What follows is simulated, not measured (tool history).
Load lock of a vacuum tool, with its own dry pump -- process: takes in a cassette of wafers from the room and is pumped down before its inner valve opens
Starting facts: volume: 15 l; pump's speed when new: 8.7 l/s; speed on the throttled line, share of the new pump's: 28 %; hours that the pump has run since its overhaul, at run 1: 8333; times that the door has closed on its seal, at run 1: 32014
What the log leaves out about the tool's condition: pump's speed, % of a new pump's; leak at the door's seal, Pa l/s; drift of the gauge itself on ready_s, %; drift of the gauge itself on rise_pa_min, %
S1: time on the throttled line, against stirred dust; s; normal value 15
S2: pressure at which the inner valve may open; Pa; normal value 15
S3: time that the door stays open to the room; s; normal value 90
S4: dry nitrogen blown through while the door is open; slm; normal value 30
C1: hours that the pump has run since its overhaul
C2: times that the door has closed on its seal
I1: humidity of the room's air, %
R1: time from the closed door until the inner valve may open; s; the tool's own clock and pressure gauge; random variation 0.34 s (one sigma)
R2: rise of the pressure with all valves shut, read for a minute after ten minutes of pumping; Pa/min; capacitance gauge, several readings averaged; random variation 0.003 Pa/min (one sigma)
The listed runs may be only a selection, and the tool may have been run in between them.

run 1 hour=0.0 | S1=15 S2=15 S3=90 S4=30 | C1=8333 C2=32014 | I1=44.7 | R1=27.1 R2=0.268
run 2 hour=446.0 | S1=15 S2=15 S3=90 S4=30 | C1=8779 C2=33728 | I1=43.2 | R1=27.3 R2=0.277
run 3 hour=714.6 | S1=15 S2=15 S3=90 S4=30 | C1=9048 C2=34759 | I1=46.1 | R1=27.6 R2=0.303
run 4 hour=1144.5 | S1=15 S2=15 S3=90 S4=30 | C1=9478 C2=36411 | I1=45.7 | R1=27.9 R2=0.321
run 5 hour=1396.0 | S1=15 S2=15 S3=90 S4=30 | C1=9729 C2=37377 | I1=44.6 | R1=27.4 R2=0.329
run 6 hour=1695.4 | S1=15 S2=15 S3=90 S4=30 | C1=10029 C2=38527 | I1=41.6 | R1=27.1 R2=0.350
run 7 hour=1974.1 | S1=15 S2=15 S3=90 S4=30 | C1=10308 C2=39598 | I1=45.9 | R1=27.4 R2=0.355
run 8 hour=2266.3 | S1=15 S2=15 S3=90 S4=30 | C1=10600 C2=40721 | I1=47.9 | R1=28.1 R2=0.368
run 9 hour=2801.6 | S1=15 S2=15 S3=90 S4=30 | C1=11135 C2=42777 | I1=41.5 | R1=27.8 R2=0.401
run 10 hour=3257.2 | S1=15 S2=15 S3=59 S4=7 | C1=11591 C2=44527 | I1=49.0 | R1=27.5 R2=0.455
run 11 hour=3603.9 | S1=20 S2=12 S3=90 S4=41 | C1=11937 C2=45859 | I1=44.8 | R1=31.4 R2=0.440
run 12 hour=3918.1 | S1=30 S2=25 S3=90 S4=31 | C1=12252 C2=47066 | I1=46.1 | R1=37.3 R2=0.466
run 13 hour=4215.3 | S1=30 S2=20 S3=90 S4=31 | C1=12549 C2=48208 | I1=45.1 | R1=37.3 R2=0.484
run 14 hour=4742.8 | S1=15 S2=21 S3=42 S4=4 | C1=13076 C2=50234 | I1=45.4 | R1=27.7 R2=0.536
-- hour=4963.8 door's seal changed, seat wiped
run 15 hour=5133.8 | S1=15 S2=14 S3=137 S4=6 | C1=13466 C2=653 | I1=46.1 | R1=28.2 R2=0.075
run 16 hour=5606.4 | S1=15 S2=14 S3=137 S4=6 | C1=13938 C2=2468 | I1=47.1 | R1=28.7 R2=0.078

Results per run with the tool's hidden condition removed, run-to-run variation unchanged:
run=1 R1=25.9 R2=0.024
run=2 R1=26.0 R2=0.018
run=3 R1=26.2 R2=0.034
run=4 R1=26.5 R2=0.026
run=5 R1=26.0 R2=0.027
run=6 R1=25.7 R2=0.027
run=7 R1=25.9 R2=0.024
run=8 R1=26.5 R2=0.023
run=9 R1=26.1 R2=0.025
run=10 R1=25.7 R2=0.051
run=11 R1=29.8 R2=0.022
run=12 R1=36.3 R2=0.023
run=13 R1=36.2 R2=0.026
run=14 R1=25.8 R2=0.056
run=15 R1=26.1 R2=0.073
run=16 R1=26.5 R2=0.070
